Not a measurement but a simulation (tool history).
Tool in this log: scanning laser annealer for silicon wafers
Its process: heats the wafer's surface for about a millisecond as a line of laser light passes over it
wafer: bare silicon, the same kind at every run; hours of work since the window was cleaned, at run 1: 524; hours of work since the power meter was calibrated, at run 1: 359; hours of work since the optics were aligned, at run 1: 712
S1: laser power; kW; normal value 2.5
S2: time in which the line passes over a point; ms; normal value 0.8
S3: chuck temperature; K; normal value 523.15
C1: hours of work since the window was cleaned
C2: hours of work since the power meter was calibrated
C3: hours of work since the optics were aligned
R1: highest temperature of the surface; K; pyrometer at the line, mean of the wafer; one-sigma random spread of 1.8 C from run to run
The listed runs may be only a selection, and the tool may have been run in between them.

| run | hour | S1 | S2 | S3 | C1 | C2 | C3 | R1 |
|---|---|---|---|---|---|---|---|---|
| 1 | 0 | 2.5 | 0.8 | 523.15 | 524 | 359 | 712 | 1272.15 |
| 2 | 27.3 | 2.149 | 0.8 | 523.15 | 538 | 374 | 727 | 1147.15 |
|  | 31.5 | window over the wafer cleaned |
| 3 | 52.7 | 2.149 | 0.8 | 523.15 | 11 | 386 | 739 | 1150.15 |
| 4 | 83.5 | 2.149 | 0.607 | 523.15 | 28 | 403 | 756 | 1073.15 |
| 5 | 113.2 | 2.5 | 0.8 | 540.15 | 44 | 419 | 772 | 1288.15 |
| 6 | 140 | 2.5 | 0.8 | 540.15 | 58 | 433 | 786 | 1294.15 |
| 7 | 169.6 | 2.5 | 0.8 | 540.15 | 74 | 449 | 802 | 1293.15 |
| 8 | 187.9 | 2.5 | 0.8 | 544.15 | 84 | 459 | 812 | 1292.15 |
| 9 | 202.8 | 2.5 | 0.8 | 544.15 | 92 | 467 | 820 | 1297.15 |
| 10 | 219.7 | 2.5 | 0.8 | 544.15 | 101 | 476 | 829 | 1293.15 |
| 11 | 233.9 | 2.5 | 0.822 | 523.15 | 109 | 484 | 837 | 1283.15 |
| 12 | 253.1 | 2.5 | 0.822 | 523.15 | 119 | 494 | 847 | 1282.15 |
| 13 | 285.1 | 2.5 | 0.822 | 523.15 | 136 | 511 | 864 | 1281.15 |
| 14 | 310.3 | 2.735 | 0.8 | 523.15 | 150 | 525 | 878 | 1358.15 |
| 15 | 332 | 2.735 | 0.8 | 523.15 | 161 | 536 | 889 | 1353.15 |
| 16 | 351 | 2.307 | 0.981 | 523.15 | 172 | 547 | 899 | 1274.15 |
| 17 | 373.9 | 2.402 | 0.72 | 533.15 | 184 | 559 | 912 | 1216.15 |
| 18 | 394.2 | 2.402 | 0.72 | 533.15 | 195 | 570 | 923 | 1210.15 |
| 19 | 419.2 | 2.402 | 0.72 | 533.15 | 208 | 583 | 936 | 1212.15 |
| 20 | 433.6 | 2.529 | 0.854 | 549.15 | 216 | 591 | 944 | 1334.15 |
| 21 | 449.4 | 2.529 | 0.854 | 549.15 | 225 | 600 | 952 | 1332.15 |
| 22 | 469.9 | 2.703 | 0.562 | 522.15 | 236 | 611 | 963 | 1221.15 |
| 23 | 492 | 2.703 | 0.562 | 522.15 | 248 | 622 | 975 | 1216.15 |
| 24 | 512.7 | 2.538 | 0.8 | 563.15 | 259 | 634 | 986 | 1329.15 |
| 25 | 533.6 | 2.615 | 0.728 | 493.15 | 270 | 645 | 998 | 1247.15 |
| 26 | 554.6 | 2.308 | 0.728 | 536.15 | 281 | 656 | 1009 | 1186.15 |
| 27 | 569.9 | 2.685 | 0.728 | 483.15 | 289 | 664 | 1017 | 1263.15 |

Each row is a separate what-if for the run after 27, all from the same tool condition, not one after another. Results?
| A | 583 | 2.126 | 0.991 | 523.15 | 296 | 671 | 1024 | ? |
| B | 583 | 2.165 | 0.815 | 560.15 | 296 | 671 | 1024 | ? |
| C | 583 | 2.685 | 0.66 | 483.15 | 296 | 671 | 1024 | ? |
| D | 583 | 2.394 | 0.8 | 523.15 | 296 | 671 | 1024 | ? |
| E | 583 | 2.451 | 0.677 | 554.15 | 296 | 671 | 1024 | ? |

| run | R1 |
|---|---|
| A | 1206.15 |
| B | 1197.15 |
| C | 1229.15 |
| D | 1235.15 |
| E | 1229.15 |
With the hidden condition removed and each run's random variation left untouched, the same runs would have given:
| run | R1 |
|---|---|
| A | 1206.15 |
| B | 1198.15 |
| C | 1230.15 |
| D | 1236.15 |
| E | 1230.15 |
